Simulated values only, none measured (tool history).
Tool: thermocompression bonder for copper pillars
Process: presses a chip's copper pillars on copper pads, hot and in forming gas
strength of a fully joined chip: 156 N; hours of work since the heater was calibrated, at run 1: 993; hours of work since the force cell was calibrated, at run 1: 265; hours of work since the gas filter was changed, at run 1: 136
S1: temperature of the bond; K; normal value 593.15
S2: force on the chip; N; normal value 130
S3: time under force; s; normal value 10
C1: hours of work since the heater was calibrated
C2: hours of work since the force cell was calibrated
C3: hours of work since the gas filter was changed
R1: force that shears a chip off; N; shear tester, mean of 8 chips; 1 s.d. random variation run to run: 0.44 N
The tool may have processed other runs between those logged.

| run | hour | S1 | S2 | S3 | C1 | C2 | C3 | R1 |
|---|---|---|---|---|---|---|---|---|
| 1 | 0.0 | 593.15 | 130 | 10 | 993 | 265 | 136 | 78.6 |
|  | 12.9 | forming gas filter changed |
| 2 | 30.5 | 593.15 | 130 | 10 | 1008 | 281 | 9 | 79.0 |
| 3 | 73.3 | 621.15 | 130 | 10 | 1031 | 303 | 32 | 103.7 |
| 4 | 119.1 | 621.15 | 130 | 10 | 1055 | 327 | 56 | 105.1 |
| 5 | 156.1 | 593.15 | 130 | 10 | 1074 | 347 | 75 | 78.3 |
| 6 | 182.9 | 593.15 | 130 | 10 | 1088 | 361 | 89 | 78.9 |
| 7 | 218.4 | 593.15 | 130 | 10 | 1107 | 379 | 108 | 78.5 |
| 8 | 254.0 | 593.15 | 130 | 10 | 1126 | 398 | 126 | 78.9 |
| 9 | 275.0 | 593.15 | 130 | 10 | 1137 | 409 | 137 | 78.5 |
|  | 285.3 | forming gas filter changed |
| 10 | 298.6 | 593.15 | 130 | 10 | 1149 | 421 | 7 | 78.2 |
| 11 | 338.6 | 593.15 | 130 | 10 | 1170 | 442 | 28 | 79.0 |
| 12 | 384.3 | 593.15 | 130 | 10 | 1194 | 466 | 52 | 78.9 |
|  | 426.3 | heater calibrated with a thermocouple chip |
| 13 | 426.3 | 593.15 | 130 | 11 | 0 | 487 | 73 | 80.6 |
| 14 | 449.4 | 593.15 | 130 | 11 | 12 | 499 | 85 | 80.3 |
| 15 | 483.7 | 593.15 | 130 | 11 | 30 | 517 | 103 | 80.9 |
| 16 | 532.4 | 590.15 | 130 | 11 | 56 | 543 | 129 | 78.4 |
| 17 | 553.6 | 580.15 | 130 | 10 | 67 | 554 | 140 | 66.4 |
|  | 558.3 | forming gas filter changed |
| 18 | 581.3 | 580.15 | 130 | 10 | 81 | 568 | 12 | 66.3 |
| 19 | 628.8 | 571.15 | 130 | 10 | 106 | 593 | 37 | 58.9 |
| 20 | 673.2 | 571.15 | 130 | 10 | 129 | 616 | 60 | 58.3 |
| 21 | 695.3 | 571.15 | 160 | 6 | 141 | 628 | 72 | 60.0 |
| 22 | 743.4 | 593.15 | 133 | 8 | 166 | 653 | 97 | 74.0 |
| 23 | 764.1 | 606.15 | 133 | 27 | 177 | 664 | 108 | 118.5 |
| 24 | 801.4 | 579.15 | 122 | 10 | 196 | 684 | 128 | 61.0 |
|  | 831.7 | forming gas filter changed |
| 25 | 831.9 | 619.15 | 130 | 24 | 212 | 699 | 0 | 123.9 |
| 26 | 853.8 | 619.15 | 130 | 24 | 224 | 711 | 12 | 124.5 |
| 27 | 878.1 | 619.15 | 130 | 24 | 236 | 723 | 24 | 123.0 |
| 28 | 914.7 | 573.15 | 102 | 9 | 256 | 743 | 44 | 43.7 |
| 29 | 956.1 | 573.15 | 102 | 9 | 277 | 764 | 65 | 44.4 |
| 30 | 981.8 | 573.15 | 102 | 9 | 291 | 778 | 79 | 44.3 |
| 31 | 1015.8 | 573.15 | 154 | 9 | 309 | 796 | 97 | 69.5 |
| 32 | 1040.7 | 573.15 | 154 | 9 | 322 | 809 | 110 | 68.5 |
| 33 | 1060.7 | 576.15 | 78 | 13 | 332 | 819 | 120 | 39.4 |
| 34 | 1091.1 | 567.15 | 100 | 11 | 348 | 835 | 136 | 42.9 |
|  | 1105.9 | forming gas filter changed |
| 35 | 1141.5 | 581.15 | 130 | 10 | 374 | 861 | 19 | 66.9 |
| 36 | 1187.4 | 593.15 | 94 | 10 | 398 | 885 | 43 | 55.8 |
| 37 | 1221.7 | 593.15 | 94 | 10 | 416 | 903 | 61 | 55.2 |
| 38 | 1246.9 | 593.15 | 94 | 10 | 430 | 917 | 74 | 55.1 |

Consider 3 possible next runs. They are alternatives, not a sequence: every one starts from the tool as it was left by run 38. What does each give?
| A | 1267.5 | 593.15 | 91 | 10 | 440 | 927 | 85 | ? |
| B | 1267.5 | 621.15 | 108 | 10 | 440 | 927 | 85 | ? |
| C | 1267.5 | 612.15 | 148 | 19 | 440 | 927 | 85 | ? |

| run | R1 |
|---|---|
| A | 53.4 |
| B | 87.3 |
| C | 120.6 |
With no hidden state in the tool, these same runs would have given:
| run | R1 |
|---|---|
| A | 54.7 |
| B | 89.5 |
| C | 123.6 |
